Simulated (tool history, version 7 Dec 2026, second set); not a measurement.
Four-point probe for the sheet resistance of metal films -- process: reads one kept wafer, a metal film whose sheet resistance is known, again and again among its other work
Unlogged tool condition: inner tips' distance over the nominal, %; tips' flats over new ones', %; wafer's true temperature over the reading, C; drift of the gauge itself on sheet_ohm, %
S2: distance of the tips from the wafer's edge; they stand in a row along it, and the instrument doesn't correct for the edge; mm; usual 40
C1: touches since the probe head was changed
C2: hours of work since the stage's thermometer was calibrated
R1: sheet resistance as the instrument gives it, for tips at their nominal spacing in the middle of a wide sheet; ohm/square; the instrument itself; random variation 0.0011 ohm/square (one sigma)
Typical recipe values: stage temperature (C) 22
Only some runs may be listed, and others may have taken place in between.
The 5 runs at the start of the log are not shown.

run 6 hour=436.7 | stage_temperature_(C)=22 S2=33 | C1=81487 C2=2485 | R1=5.440174
run 7 hour=563.5 | stage_temperature_(C)=22 S2=33 | C1=83929 C2=2548 | R1=5.441148
run 8 hour=678.3 | stage_temperature_(C)=25 S2=40 | C1=86140 C2=2605 | R1=5.447927
run 9 hour=780.7 | stage_temperature_(C)=25 S2=40 | C1=88111 C2=2656 | R1=5.448865
run 10 hour=887.6 | stage_temperature_(C)=25 S2=40 | C1=90170 C2=2710 | R1=5.452929
run 11 hour=1022.7 | stage_temperature_(C)=22 S2=40 | C1=92771 C2=2777 | R1=5.441933
run 12 hour=1135.8 | stage_temperature_(C)=25 S2=40 | C1=94949 C2=2834 | R1=5.454834
run 13 hour=1221.6 | stage_temperature_(C)=25 S2=40 | C1=96601 C2=2877 | R1=5.4562
-- hour=1263.8 stage's thermometer calibrated
run 14 hour=1339.1 | stage_temperature_(C)=25 S2=40 | C1=98853 C2=38 | R1=5.459496
run 15 hour=1396.5 | stage_temperature_(C)=19 S2=40 | C1=99958 C2=66 | R1=5.438357
run 16 hour=1484.2 | stage_temperature_(C)=19 S2=40 | C1=101646 C2=110 | R1=5.438755
run 17 hour=1565 | stage_temperature_(C)=19 S2=40 | C1=103203 C2=150 | R1=5.439723
-- hour=1642.2 stage's thermometer calibrated, once more
run 18 hour=1644.5 | stage_temperature_(C)=19 S2=40 | C1=104724 C2=1 | R1=5.417266
run 19 hour=1706.7 | stage_temperature_(C)=19 S2=40 | C1=105921 C2=32 | R1=5.416105
run 20 hour=1838.6 | stage_temperature_(C)=19 S2=15 | C1=108462 C2=98 | R1=5.436112
run 21 hour=1972.5 | stage_temperature_(C)=32 S2=40 | C1=111041 C2=165 | R1=5.466789
run 22 hour=2059.7 | stage_temperature_(C)=32 S2=40 | C1=112719 C2=209 | R1=5.467732
run 23 hour=2186 | stage_temperature_(C)=32 S2=40 | C1=115150 C2=272 | R1=5.470691
run 24 hour=2292.7 | stage_temperature_(C)=23 S2=40 | C1=117205 C2=325 | R1=5.437665

Run 25, settings as shown, results not yet in. Your forecast:
run 25 hour=2385 | stage_temperature_(C)=23 S2=30 | C1=118982 C2=371 | R1=?

Run 25 yielded R1 5.443233 ohm/square.
With the hidden condition absent and the run-to-run variation left alone, this run would have shown R1 5.408052 ohm/square.
